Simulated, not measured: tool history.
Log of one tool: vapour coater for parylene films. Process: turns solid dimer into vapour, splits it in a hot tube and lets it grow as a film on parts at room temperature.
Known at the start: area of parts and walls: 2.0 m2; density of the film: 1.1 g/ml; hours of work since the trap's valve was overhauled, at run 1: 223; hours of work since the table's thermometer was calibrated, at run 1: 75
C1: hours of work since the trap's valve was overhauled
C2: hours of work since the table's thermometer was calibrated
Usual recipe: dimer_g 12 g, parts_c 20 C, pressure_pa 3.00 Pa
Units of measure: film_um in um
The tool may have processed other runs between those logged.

run 1 hour=0.0 | dimer_g=12 parts_c=20 pressure_pa=3.00 | C1=223 C2=75 | film_um=3.17
run 2 hour=19.2 | dimer_g=12 parts_c=20 pressure_pa=3.00 | C1=236 C2=88 | film_um=3.20
run 3 hour=35.1 | dimer_g=12 parts_c=20 pressure_pa=2.39 | C1=247 C2=99 | film_um=3.24
run 4 hour=58.7 | dimer_g=12 parts_c=25 pressure_pa=2.39 | C1=263 C2=115 | film_um=2.64
run 5 hour=79.1 | dimer_g=11 parts_c=25 pressure_pa=2.39 | C1=276 C2=128 | film_um=2.38
run 6 hour=92.3 | dimer_g=12 parts_c=20 pressure_pa=3.00 | C1=285 C2=137 | film_um=3.14
run 7 hour=109.6 | dimer_g=12 parts_c=20 pressure_pa=3.00 | C1=297 C2=149 | film_um=3.17
run 8 hour=130.7 | dimer_g=12 parts_c=20 pressure_pa=3.00 | C1=311 C2=163 | film_um=3.13
run 9 hour=145.3 | dimer_g=14 parts_c=20 pressure_pa=3.00 | C1=321 C2=173 | film_um=3.65
run 10 hour=157.2 | dimer_g=12 parts_c=20 pressure_pa=3.00 | C1=329 C2=181 | film_um=3.12
run 11 hour=177.3 | dimer_g=12 parts_c=27 pressure_pa=3.00 | C1=342 C2=194 | film_um=2.33
run 12 hour=197.1 | dimer_g=12 parts_c=20 pressure_pa=3.00 | C1=356 C2=208 | film_um=3.13
run 13 hour=213.3 | dimer_g=12 parts_c=20 pressure_pa=3.00 | C1=366 C2=218 | film_um=3.11
run 14 hour=223.1 | dimer_g=12 parts_c=15 pressure_pa=3.82 | C1=373 C2=225 | film_um=3.74
run 15 hour=243.1 | dimer_g=21 parts_c=29 pressure_pa=4.82 | C1=386 C2=239 | film_um=3.44
run 16 hour=258.9 | dimer_g=21 parts_c=29 pressure_pa=2.08 | C1=397 C2=249 | film_um=3.87
-- hour=267.7 trap's valve overhauled
run 17 hour=283.4 | dimer_g=6 parts_c=29 pressure_pa=5.52 | C1=11 C2=263 | film_um=1.05
run 18 hour=294.9 | dimer_g=6 parts_c=29 pressure_pa=5.52 | C1=18 C2=271 | film_um=1.01
run 19 hour=314.8 | dimer_g=6 parts_c=29 pressure_pa=5.52 | C1=32 C2=284 | film_um=1.03

Run 20 comes next. What will it give?
run 20 hour=330.1 | dimer_g=14 parts_c=29 pressure_pa=7.80 | C1=42 C2=294 | film_um=?

{"run 20": {"film_um": 2.29}}
The same run, on a tool lacking any hidden state, would have yielded film_um 2.32 um.
